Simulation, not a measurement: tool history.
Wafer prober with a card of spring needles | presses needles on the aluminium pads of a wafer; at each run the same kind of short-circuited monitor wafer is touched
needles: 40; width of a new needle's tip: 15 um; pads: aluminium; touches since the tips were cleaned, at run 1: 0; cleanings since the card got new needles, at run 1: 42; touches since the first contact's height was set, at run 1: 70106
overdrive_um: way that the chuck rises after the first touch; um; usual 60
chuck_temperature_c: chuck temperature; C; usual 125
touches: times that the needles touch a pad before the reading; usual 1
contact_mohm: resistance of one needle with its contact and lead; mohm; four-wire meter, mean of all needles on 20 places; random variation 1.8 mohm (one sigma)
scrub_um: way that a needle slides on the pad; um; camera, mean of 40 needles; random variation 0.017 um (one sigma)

run	hour	overdrive_um	chuck_temperature_c	touches	touches since the tips were cleaned	cleanings since the card got new needles	touches since the first contact's height was set	contact_mohm	scrub_um
1	0.0	60	125	1	0	42	70106	199	11.93
# hour 52.4: tips cleaned on abrasive film
2	68.8	60	125	1	2842	43	82015	235	11.90
# hour 106.0: tips cleaned on abrasive film
3	124.9	60	125	1	3263	44	91713	230	11.87
4	153.6	60	125	2	8250	44	96700	235	11.84
# hour 158.8: tips cleaned on abrasive film
5	195.7	46	125	1	6397	45	103978	286	9.06
# hour 210.0: tips cleaned on abrasive film
# hour 263.9: tips cleaned on abrasive film
6	263.9	60	125	1	11	47	115764	198	11.81
7	297.0	55	125	1	5735	47	121488	261	10.85
# hour 317.1: tips cleaned on abrasive film
8	337.6	55	125	1	3541	48	128509	247	10.81
# hour 369.8: tips cleaned on abrasive film
9	404.1	55	125	1	5947	49	140025	262	10.83
# hour 422.3: tips cleaned on abrasive film
10	443.6	60	125	1	3692	50	146850	234	11.82
# hour 474.3: tips cleaned on abrasive film
11	484.0	60	52	1	1689	51	153836	210	11.82
# hour 527.4: tips cleaned on abrasive film
12	548.8	60	125	1	3717	52	165056	238	11.80
# hour 580.0: tips cleaned on abrasive film
13	587.3	60	125	1	1280	53	171710	212	11.79
# hour 631.9: tips cleaned on abrasive film
# hour 632.2: height of the first contact set anew
14	650.9	63	125	3	3231	54	3231	204	12.54
# hour 683.5: tips cleaned on abrasive film
15	700.2	45	39	2	2890	55	11762	232	8.94
# hour 736.1: tips cleaned on abrasive film
16	743.3	60	63	2	1243	56	19213	199	11.94
17	781.6	60	63	2	7885	56	25855	221	11.95
# hour 790.1: tips cleaned on abrasive film
# hour 845.8: tips cleaned on abrasive film
18	850.6	60	43	2	841	58	37784	190	11.91
# hour 899.6: tips cleaned on abrasive film
19	906.4	60	108	2	1170	59	47423	203	11.91
20	944.8	60	71	1	7828	59	54081	253	11.89
# hour 953.6: tips cleaned on abrasive film
21	996.7	60	71	1	7466	60	63059	247	11.92
# hour 1004.3: tips cleaned on abrasive film
# hour 1057.2: tips cleaned on abrasive film
22	1057.2	75	26	1	0	62	73516	175	14.83
# hour 1110.3: tips cleaned on abrasive film
23	1112.6	75	26	2	391	63	83094	177	14.87
# hour 1164.3: tips cleaned on abrasive film
24	1164.3	51	50	1	0	64	92034	191	10.05
25	1213.8	67	102	2	8587	64	100621	225	13.27
# hour 1217.7: tips cleaned on abrasive film
26	1244.3	67	102	2	4607	65	105887	214	13.20

The same runs without the tool's hidden state, with the same run-to-run variation:
The hidden state here: debris on the tips, nm; way that the needles fall short of the set height, um; tips' diameter, um; drift of the gauge itself on contact_mohm, %; drift of the gauge itself on scrub_um, %.
run	contact_mohm	scrub_um
1	191	12.00
2	195	11.97
3	188	11.95
4	196	11.92
5	194	9.16
6	194	11.92
7	194	10.97
8	194	10.94
9	195	10.96
10	190	11.96
11	181	11.96
12	193	11.96
13	190	11.96
14	190	12.54
15	183	8.95
16	183	11.95
17	178	11.97
18	177	11.94
19	188	11.96
20	182	11.93
21	181	11.98
22	171	14.90
23	172	14.95
24	181	10.14
25	189	13.37
26	187	13.30
